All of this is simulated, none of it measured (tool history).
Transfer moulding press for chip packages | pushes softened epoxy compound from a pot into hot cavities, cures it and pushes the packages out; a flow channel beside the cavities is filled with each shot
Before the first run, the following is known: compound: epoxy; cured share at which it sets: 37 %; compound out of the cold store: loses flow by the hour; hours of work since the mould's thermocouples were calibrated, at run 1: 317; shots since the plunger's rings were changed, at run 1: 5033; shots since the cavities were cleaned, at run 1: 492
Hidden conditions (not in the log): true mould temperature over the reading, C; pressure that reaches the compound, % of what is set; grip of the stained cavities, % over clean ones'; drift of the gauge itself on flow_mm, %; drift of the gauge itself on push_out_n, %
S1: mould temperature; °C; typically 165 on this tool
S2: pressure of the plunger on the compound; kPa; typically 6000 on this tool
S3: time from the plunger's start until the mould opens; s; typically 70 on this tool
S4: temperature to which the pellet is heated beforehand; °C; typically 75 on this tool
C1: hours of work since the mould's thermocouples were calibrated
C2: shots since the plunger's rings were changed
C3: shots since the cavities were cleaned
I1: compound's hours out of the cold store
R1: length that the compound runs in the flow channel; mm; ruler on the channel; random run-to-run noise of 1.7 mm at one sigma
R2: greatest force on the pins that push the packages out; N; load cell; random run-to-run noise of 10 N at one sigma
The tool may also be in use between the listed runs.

| run | day | S1 | S2 | S3 | S4 | C1 | C2 | C3 | I1 | R1 | R2 |
|---|---|---|---|---|---|---|---|---|---|---|---|
| 1 | 0 | 165 | 6000 | 70 | 75 | 317 | 5033 | 492 | 23.7 | 760 | 592 |
| 2 | 0.704 | 170 | 6000 | 70 | 75 | 325 | 5238 | 697 | 42.1 | 703 | 598 |
|  | 1.712 | plunger's sealing rings changed |
|  | 1.775 | cavities cleaned with cleaning compound and waxed |
| 3 | 1.971 | 165 | 6000 | 70 | 80 | 337 | 56 | 56 | 43.2 | 742 | 458 |
| 4 | 2.608 | 165 | 6000 | 70 | 80 | 344 | 242 | 242 | 34.6 | 762 | 531 |
| 5 | 3.458 | 165 | 6000 | 70 | 80 | 354 | 489 | 489 | 14.5 | 813 | 579 |
| 6 | 4.079 | 165 | 6000 | 70 | 75 | 361 | 670 | 670 | 11 | 822 | 640 |
| 7 | 5.008 | 165 | 6000 | 50 | 75 | 371 | 941 | 941 | 42.7 | 741 | 1115 |
|  | 5.188 | cavities cleaned with cleaning compound and waxed |
| 8 | 5.896 | 165 | 6000 | 70 | 75 | 381 | 1181 | 206 | 12.4 | 816 | 526 |
| 9 | 6.746 | 165 | 6000 | 70 | 75 | 390 | 1428 | 453 | 20 | 791 | 580 |
| 10 | 7.296 | 165 | 6000 | 70 | 75 | 397 | 1589 | 614 | 36.7 | 751 | 607 |
| 11 | 7.988 | 165 | 6000 | 70 | 71 | 404 | 1790 | 815 | 19.5 | 793 | 667 |
|  | 8.596 | cavities cleaned with cleaning compound and waxed |
| 12 | 8.767 | 165 | 6000 | 70 | 69 | 413 | 1999 | 50 | 30.2 | 764 | 468 |
| 13 | 9.838 | 165 | 6000 | 70 | 69 | 425 | 2311 | 362 | 26.8 | 770 | 569 |
| 14 | 10.429 | 165 | 6000 | 70 | 69 | 431 | 2483 | 534 | 13.3 | 804 | 577 |
| 15 | 11.488 | 162 | 6000 | 70 | 75 | 443 | 2791 | 842 | 12.9 | 813 | 714 |
|  | 11.979 | cavities cleaned with cleaning compound and waxed |
| 16 | 12.521 | 170 | 7190 | 70 | 75 | 454 | 3074 | 158 | 9.6 | 869 | 478 |
| 17 | 13.062 | 165 | 6000 | 70 | 80 | 461 | 3231 | 315 | 28.7 | 759 | 547 |
| 18 | 13.858 | 172 | 6000 | 62 | 80 | 470 | 3464 | 548 | 19.3 | 767 | 553 |
| 19 | 14.696 | 157 | 6000 | 62 | 79 | 479 | 3708 | 792 | 16.2 | 819 | 1326 |
|  | 15.325 | cavities cleaned with cleaning compound and waxed |
| 20 | 15.796 | 163 | 6400 | 71 | 76 | 491 | 4009 | 137 | 31.1 | 780 | 513 |
| 21 | 16.8 | 163 | 6400 | 71 | 76 | 502 | 4301 | 429 | 10.4 | 832 | 639 |
| 22 | 17.712 | 165 | 4690 | 70 | 75 | 512 | 4567 | 695 | 35.5 | 653 | 652 |
|  | 18.721 | cavities cleaned with cleaning compound and waxed |
| 23 | 18.733 | 165 | 4690 | 70 | 75 | 523 | 4847 | 5 | 24.8 | 674 | 482 |
| 24 | 19.688 | 165 | 4690 | 70 | 75 | 534 | 5124 | 282 | 43.2 | 634 | 539 |
| 25 | 20.483 | 165 | 4690 | 70 | 72 | 543 | 5355 | 513 | 18.9 | 683 | 600 |
|  | 21.142 | plunger's sealing rings changed |
| 26 | 21.142 | 165 | 6000 | 56 | 75 | 549 | 0 | 675 | 20.3 | 799 | 854 |
| 27 | 21.867 | 165 | 6030 | 70 | 67 | 558 | 211 | 886 | 36.1 | 758 | 628 |
|  | 22.246 | cavities cleaned with cleaning compound and waxed |
| 28 | 22.938 | 165 | 6030 | 52 | 67 | 569 | 505 | 202 | 27.7 | 780 | 854 |
| 29 | 23.888 | 165 | 6030 | 52 | 67 | 580 | 782 | 479 | 14.2 | 812 | 931 |

Across each entry between runs, compare the hidden state at the last listed run before it with the hidden state at the first listed run after it:
Runs 2 to 3: plunger's sealing rings changed (day 1.712); cavities cleaned with cleaning compound and waxed (day 1.775)
  true mould temperature over the reading, C: 0.44 -> 0.46; pressure that reaches the compound, % of what is set: 91.92 -> 99.79; grip of the stained cavities, % over clean ones': 38.4 -> 4.5
  what was measured, less what the result would be without the hidden state, R1: -31 -> -2 mm; R2: +164 -> +14 N
Runs 7 to 8: cavities cleaned with cleaning compound and waxed (day 5.188)
  true mould temperature over the reading, C: 0.5 -> 0.51; pressure that reaches the compound, % of what is set: 98.7 -> 98.4; grip of the stained cavities, % over clean ones': 43.3 -> 15.6
  what was measured, less what the result would be without the hidden state, R1: -6 -> -9 mm; R2: +304 -> +63 N
Runs 11 to 12: cavities cleaned with cleaning compound and waxed (day 8.596)
  true mould temperature over the reading, C: 0.54 -> 0.55; pressure that reaches the compound, % of what is set: 97.61 -> 97.34; grip of the stained cavities, % over clean ones': 40.5 -> 7.3
  what was measured, less what the result would be without the hidden state, R1: -11 -> -12 mm; R2: +184 -> +25 N
Runs 15 to 16: cavities cleaned with cleaning compound and waxed (day 11.979)
  true mould temperature over the reading, C: 0.58 -> 0.59; pressure that reaches the compound, % of what is set: 96.39 -> 96.03; grip of the stained cavities, % over clean ones': 40.8 -> 11.4
  what was measured, less what the result would be without the hidden state, R1: -17 -> -19 mm; R2: +190 -> +47 N
Runs 19 to 20: cavities cleaned with cleaning compound and waxed (day 15.325)
  true mould temperature over the reading, C: 0.62 -> 0.63; pressure that reaches the compound, % of what is set: 95.24 -> 94.89; grip of the stained cavities, % over clean ones': 39 -> 12.2
  what was measured, less what the result would be without the hidden state, R1: -22 -> -23 mm; R2: +319 -> +45 N
Runs 22 to 23: cavities cleaned with cleaning compound and waxed (day 18.721)
  true mould temperature over the reading, C: 0.66 -> 0.67; pressure that reaches the compound, % of what is set: 94.21 -> 93.85; grip of the stained cavities, % over clean ones': 37 -> 3
  what was measured, less what the result would be without the hidden state, R1: -21 -> -24 mm; R2: +167 -> +5 N
Runs 25 to 26: plunger's sealing rings changed (day 21.142)
  pressure that reaches the compound, % of what is set: 93.22 -> 99.8; grip of the stained cavities, % over clean ones': 31.2 -> 37
  what was measured, less what the result would be without the hidden state, R1: -27 -> -3 mm; R2: +133 -> +197 N
Runs 27 to 28: cavities cleaned with cleaning compound and waxed (day 22.246)
  true mould temperature over the reading, C: 0.71 -> 0.73; pressure that reaches the compound, % of what is set: 99.58 -> 99.18; grip of the stained cavities, % over clean ones': 42.6 -> 14.3
  what was measured, less what the result would be without the hidden state, R1: -4 -> -5 mm; R2: +177 -> +62 N
